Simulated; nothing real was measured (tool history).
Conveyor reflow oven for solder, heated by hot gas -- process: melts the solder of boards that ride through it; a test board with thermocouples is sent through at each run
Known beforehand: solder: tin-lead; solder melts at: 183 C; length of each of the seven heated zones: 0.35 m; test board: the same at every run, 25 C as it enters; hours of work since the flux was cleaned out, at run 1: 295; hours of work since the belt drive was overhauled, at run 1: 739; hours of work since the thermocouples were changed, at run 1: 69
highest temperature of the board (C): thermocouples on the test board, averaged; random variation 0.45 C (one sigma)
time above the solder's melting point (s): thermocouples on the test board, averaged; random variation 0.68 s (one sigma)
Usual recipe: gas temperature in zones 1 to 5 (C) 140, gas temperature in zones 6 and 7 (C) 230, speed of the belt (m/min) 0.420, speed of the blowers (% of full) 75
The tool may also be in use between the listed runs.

run    hour  gas temperature in zones 1 to 5 (C)  gas temperature in zones 6 and 7 (C)  speed of the belt (m/min)  speed of the blowers (% of full)  hours of work since the flux was cleaned out  hours of work since the belt drive was overhauled  hours of work since the thermocouples were changed  highest temperature of the board (C)  time above the solder's melting point (s)
  1     0.0                                  140                                   230                      0.420                                75                                           295                                                739                                                  69                                 214.5                                       74.8
  2    52.2                                  140                                   230                      0.420                                72                                           328                                                772                                                 102                                 213.8                                       72.5
  3    99.7                                  140                                   230                      0.420                                75                                           358                                                802                                                 132                                 214.7                                       73.6
      125.0  -- belt drive overhauled, speed set with a stopwatch
  4   151.6                                  140                                   230                      0.420                                75                                           388                                                 17                                                 162                                 213.3                                       72.1
  5   188.3                                  140                                   230                      0.420                                75                                           412                                                 40                                                 185                                 213.4                                       70.9
      196.7  -- flux residue cleaned out of gas plates and filters
  6   241.4                                  140                                   230                      0.420                                75                                            28                                                 70                                                 216                                 215.2                                       76.3
  7   270.2                                  140                                   230                      0.420                                75                                            46                                                 89                                                 234                                 215.9                                       76.2
  8   312.9                                  140                                   230                      0.420                                75                                            73                                                116                                                 261                                 215.0                                       74.6
  9   351.9                                  140                                   230                      0.420                                75                                            98                                                140                                                 286                                 215.5                                       74.2
 10   393.3                                  130                                   230                      0.420                                75                                           124                                                166                                                 312                                 213.5                                       68.5
 11   454.0                                  140                                   230                      0.420                                75                                           163                                                205                                                 350                                 215.0                                       74.4
 12   509.5                                  140                                   230                      0.420                                75                                           198                                                240                                                 385                                 214.0                                       73.5
 13   540.6                                  140                                   230                      0.420                                75                                           217                                                260                                                 405                                 213.9                                       73.0
 14   596.9                                  140                                   230                      0.488                                75                                           253                                                295                                                 441                                 209.0                                       56.3
 15   641.2                                  140                                   244                      0.474                                75                                           281                                                323                                                 469                                 221.4                                       70.5
 16   683.2                                  127                                   220                      0.499                                65                                           307                                                350                                                 495                                 194.4                                       26.7
 17   723.6                                  127                                   220                      0.499                                65                                           333                                                375                                                 521                                 194.8                                       27.8
 18   762.7                                  140                                   234                      0.482                                51                                           358                                                400                                                 545                                 205.2                                       49.7
 19   809.3                                  153                                   237                      0.477                                68                                           387                                                429                                                 575                                 216.7                                       71.0
      855.4  -- flux residue cleaned out of gas plates and filters
 20   874.4                                  140                                   223                      0.420                                77                                            12                                                467                                                 613                                 209.9                                       70.1
 21   936.5                                  140                                   230                      0.365                                72                                            51                                                507                                                 652                                 217.2                                       92.5
 22   969.1                                  140                                   221                      0.378                                75                                            72                                                527                                                 673                                 209.5                                       78.7
 23  1025.3                                  140                                   229                      0.456                                75                                           107                                                563                                                 708                                 211.5                                       64.8
     1060.5  -- thermocouples of zones 6 and 7 changed
 24  1080.5                                  140                                   229                      0.456                                75                                           141                                                596                                                  13                                 212.8                                       66.3
 25  1123.7                                  140                                   230                      0.388                                75                                           168                                                624                                                  40                                 218.2                                       85.5
 26  1162.1                                  137                                   236                      0.420                                75                                           193                                                648                                                  64                                 219.6                                       78.6
 27  1202.6                                  151                                   238                      0.357                                68                                           218                                                674                                                  90                                 226.8                                      107.5
 28  1237.9                                  151                                   238                      0.357                                68                                           240                                                696                                                 112                                 226.6                                      106.8

For some of the steps in highest temperature of the board (C) from one run to the next: how much would appear even if the tool had no hidden state, given the settings, what came in and random variation, and how much remains for the hidden state plus any gauge scatter that the measured result and the result without hidden state don't share?
What the log doesn't record here: heat that the gas passes to the board, % of a clean oven's; belt's true speed, % of the reading; true gas temperature in zones 6 and 7 over the reading, C; drift of the gauge itself on peak_c, C; drift of the gauge itself on liquid_s, %.
Run 5 -> 6: flux residue cleaned out of gas plates and filters. highest temperature of the board (C) +1.8: hidden state +2.8, all else -1.0.
Run 14 -> 15: gas temperature in zones 6 and 7 (C) 230 -> 244, speed of the belt (m/min) 0.488 -> 0.474. highest temperature of the board (C) +12.4: hidden state -0.5, all else +12.9.
Run 15 -> 16: gas temperature in zones 1 to 5 (C) 140 -> 127, gas temperature in zones 6 and 7 (C) 244 -> 220, speed of the belt (m/min) 0.474 -> 0.499, speed of the blowers (% of full) 75 -> 65. highest temperature of the board (C) -27.0: hidden state +0.0, all else -27.0.
Run 19 -> 20: gas temperature in zones 1 to 5 (C) 153 -> 140, gas temperature in zones 6 and 7 (C) 237 -> 223, speed of the belt (m/min) 0.477 -> 0.420, speed of the blowers (% of full) 68 -> 77, flux residue cleaned out of gas plates and filters. highest temperature of the board (C) -6.8: hidden state +2.9, all else -9.7.

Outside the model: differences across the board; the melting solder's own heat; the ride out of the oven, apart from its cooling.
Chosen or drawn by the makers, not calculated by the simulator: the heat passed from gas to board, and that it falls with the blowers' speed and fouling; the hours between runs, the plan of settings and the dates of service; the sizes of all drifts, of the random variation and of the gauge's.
